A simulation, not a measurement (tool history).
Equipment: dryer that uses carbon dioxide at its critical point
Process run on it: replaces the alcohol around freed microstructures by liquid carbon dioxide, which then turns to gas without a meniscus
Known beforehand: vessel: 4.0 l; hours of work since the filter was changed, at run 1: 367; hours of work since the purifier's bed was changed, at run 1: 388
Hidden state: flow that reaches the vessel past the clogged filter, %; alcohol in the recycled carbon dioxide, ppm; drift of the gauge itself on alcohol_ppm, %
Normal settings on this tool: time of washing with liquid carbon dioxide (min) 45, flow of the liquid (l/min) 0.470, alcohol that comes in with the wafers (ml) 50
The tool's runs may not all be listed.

| run | hour | time of washing with liquid carbon dioxide (min) | flow of the liquid (l/min) | alcohol that comes in with the wafers (ml) | hours of work since the filter was changed | hours of work since the purifier's bed was changed | alcohol left in the vessel before it's heated (ppm by volume) |
|---|---|---|---|---|---|---|---|
| 1 | 0.0 | 45 | 0.470 | 50 | 367 | 388 | 184 |
| 2 | 14.0 | 45 | 0.470 | 50 | 377 | 398 | 179 |
| 3 | 28.6 | 45 | 0.470 | 50 | 388 | 408 | 170 |
| 4 | 40.3 | 45 | 0.470 | 50 | 396 | 416 | 192 |
| 5 | 54.8 | 45 | 0.470 | 43 | 406 | 426 | 169 |
|  | 62.4 | inlet filter changed |
| 6 | 71.4 | 45 | 0.771 | 43 | 6 | 438 | 29 |
| 7 | 87.6 | 45 | 0.771 | 43 | 18 | 449 | 37 |
| 8 | 95.0 | 39 | 0.470 | 50 | 23 | 454 | 185 |
| 9 | 102.2 | 45 | 0.470 | 42 | 28 | 459 | 112 |
| 10 | 113.9 | 45 | 0.470 | 42 | 36 | 468 | 103 |
| 11 | 125.2 | 45 | 0.470 | 42 | 44 | 475 | 96 |
| 12 | 135.1 | 45 | 0.408 | 50 | 51 | 483 | 198 |
| 13 | 147.6 | 45 | 0.408 | 50 | 60 | 491 | 196 |
| 14 | 162.7 | 45 | 0.408 | 50 | 71 | 502 | 200 |
| 15 | 173.5 | 45 | 0.408 | 50 | 78 | 510 | 196 |
| 16 | 184.4 | 45 | 0.408 | 50 | 86 | 517 | 205 |
| 17 | 198.0 | 45 | 0.470 | 64 | 96 | 527 | 155 |
| 18 | 213.2 | 45 | 0.470 | 64 | 107 | 538 | 152 |
| 19 | 220.3 | 45 | 0.470 | 50 | 112 | 543 | 126 |
| 20 | 229.0 | 45 | 0.470 | 50 | 118 | 549 | 139 |
| 21 | 238.4 | 63 | 0.470 | 50 | 124 | 555 | 47 |
| 22 | 248.4 | 63 | 0.470 | 50 | 131 | 562 | 48 |
| 23 | 255.8 | 45 | 0.470 | 50 | 137 | 568 | 139 |
| 24 | 264.1 | 45 | 0.470 | 50 | 142 | 574 | 136 |
| 25 | 273.1 | 67 | 0.434 | 74 | 149 | 580 | 66 |
| 26 | 283.7 | 70 | 0.327 | 70 | 156 | 587 | 133 |
| 27 | 292.2 | 45 | 0.395 | 50 | 162 | 593 | 249 |
| 28 | 303.1 | 45 | 0.395 | 50 | 170 | 601 | 260 |
| 29 | 312.0 | 28 | 0.573 | 27 | 176 | 607 | 212 |
| 30 | 324.1 | 69 | 0.347 | 111 | 185 | 616 | 158 |
| 31 | 338.3 | 69 | 0.347 | 111 | 195 | 626 | 153 |
| 32 | 347.2 | 39 | 0.470 | 50 | 201 | 632 | 238 |
| 33 | 357.9 | 45 | 0.642 | 31 | 209 | 640 | 54 |
| 34 | 371.2 | 31 | 0.470 | 119 | 218 | 649 | 1177 |
| 35 | 380.0 | 62 | 0.470 | 119 | 224 | 655 | 85 |
| 36 | 391.6 | 31 | 0.534 | 71 | 233 | 664 | 492 |
| 37 | 403.9 | 41 | 0.470 | 50 | 241 | 672 | 217 |
| 38 | 415.3 | 40 | 0.470 | 50 | 249 | 680 | 236 |
| 39 | 425.8 | 40 | 0.470 | 50 | 257 | 688 | 254 |
| 40 | 432.6 | 57 | 0.341 | 24 | 261 | 693 | 123 |
| 41 | 443.8 | 57 | 0.341 | 24 | 269 | 701 | 132 |
| 42 | 454.6 | 57 | 0.341 | 24 | 277 | 708 | 137 |
| 43 | 470.7 | 57 | 0.341 | 24 | 288 | 720 | 137 |
| 44 | 485.0 | 54 | 0.732 | 73 | 299 | 730 | 55 |
| 45 | 500.6 | 54 | 0.732 | 73 | 310 | 741 | 58 |
| 46 | 509.5 | 54 | 0.732 | 73 | 316 | 747 | 53 |
| 47 | 518.0 | 45 | 0.295 | 50 | 322 | 753 | 737 |

Run by run, hidden condition taken away, random variation retained:
| run | alcohol left in the vessel before it's heated (ppm by volume) |
|---|---|
| 1 | 87 |
| 2 | 80 |
| 3 | 71 |
| 4 | 86 |
| 5 | 72 |
| 6 | 4 |
| 7 | 11 |
| 8 | 152 |
| 9 | 82 |
| 10 | 72 |
| 11 | 63 |
| 12 | 157 |
| 13 | 152 |
| 14 | 154 |
| 15 | 148 |
| 16 | 153 |
| 17 | 105 |
| 18 | 101 |
| 19 | 77 |
| 20 | 90 |
| 21 | 11 |
| 22 | 12 |
| 23 | 86 |
| 24 | 83 |
| 25 | 25 |
| 26 | 76 |
| 27 | 169 |
| 28 | 176 |
| 29 | 139 |
| 30 | 86 |
| 31 | 77 |
| 32 | 148 |
| 33 | 11 |
| 34 | 875 |
| 35 | 30 |
| 36 | 332 |
| 37 | 123 |
| 38 | 135 |
| 39 | 148 |
| 40 | 56 |
| 41 | 63 |
| 42 | 67 |
| 43 | 63 |
| 44 | 10 |
| 45 | 12 |
| 46 | 6 |
| 47 | 488 |

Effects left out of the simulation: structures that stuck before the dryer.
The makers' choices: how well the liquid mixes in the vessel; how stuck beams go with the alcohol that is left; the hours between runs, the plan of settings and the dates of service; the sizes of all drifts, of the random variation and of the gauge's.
